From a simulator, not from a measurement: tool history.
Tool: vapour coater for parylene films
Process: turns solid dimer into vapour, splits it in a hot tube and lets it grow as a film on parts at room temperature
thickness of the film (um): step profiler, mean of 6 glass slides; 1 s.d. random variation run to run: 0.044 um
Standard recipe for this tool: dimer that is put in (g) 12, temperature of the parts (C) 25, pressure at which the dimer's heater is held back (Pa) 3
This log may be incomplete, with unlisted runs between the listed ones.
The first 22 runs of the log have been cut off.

run	hour	dimer that is put in (g)	temperature of the parts (C)	pressure at which the dimer's heater is held back (Pa)	thickness of the film (um)
# hour 1309.2: trap's valve overhauled
# hour 1310.2: table's thermometer calibrated
23	1323.9	9	25	3	4.26
24	1403.8	9	25	3	4.23
25	1444.3	9	25	3	4.21
26	1503.1	9	25	3	4.06
27	1573.1	13	28	3	5.3
28	1618.9	9	25	3	4.01
29	1658.7	12	19	3	6.54
30	1707.4	10	25	3	4.39
31	1775.7	8	30	3	3.01
32	1837.7	19	20	2.72	9.7
33	1889.9	9	24	3.28	3.99
34	1971.6	5	24	3.28	2.13
35	2034.4	7	33	7.26	2.09
# hour 2097.1: trap's valve overhauled
36	2108.8	8	25	3.08	3.76
37	2168.9	12	33	10.51	3.86
38	2246.4	9	37	10.08	2.48
39	2322.1	17	23	5.83	7.65
40	2397.4	17	23	5.83	7.66
41	2461.9	20	35	3.85	6.36
42	2525.5	11	37	2.1	3.39
43	2564.4	11	37	2.1	3.37
44	2643	6	30	3	2.19
45	2688.2	6	21	11.65	2.58
46	2763.4	5	20	11.65	2.14

4 ways to go on from here, each from the tool as it stands after run 46. What would each give?
A	2811.5	8	20	11.65	?
B	2811.5	11	25	3	?
C	2811.5	12	36	3	?
D	2811.5	15	22	3	?

run	thickness of the film (um)
A	3.44
B	4.58
C	3.51
D	6.95
Stripped of hidden state, with their random variation kept, the same runs would have yielded:
run	thickness of the film (um)
A	3.92
B	5.21
C	3.99
D	7.91

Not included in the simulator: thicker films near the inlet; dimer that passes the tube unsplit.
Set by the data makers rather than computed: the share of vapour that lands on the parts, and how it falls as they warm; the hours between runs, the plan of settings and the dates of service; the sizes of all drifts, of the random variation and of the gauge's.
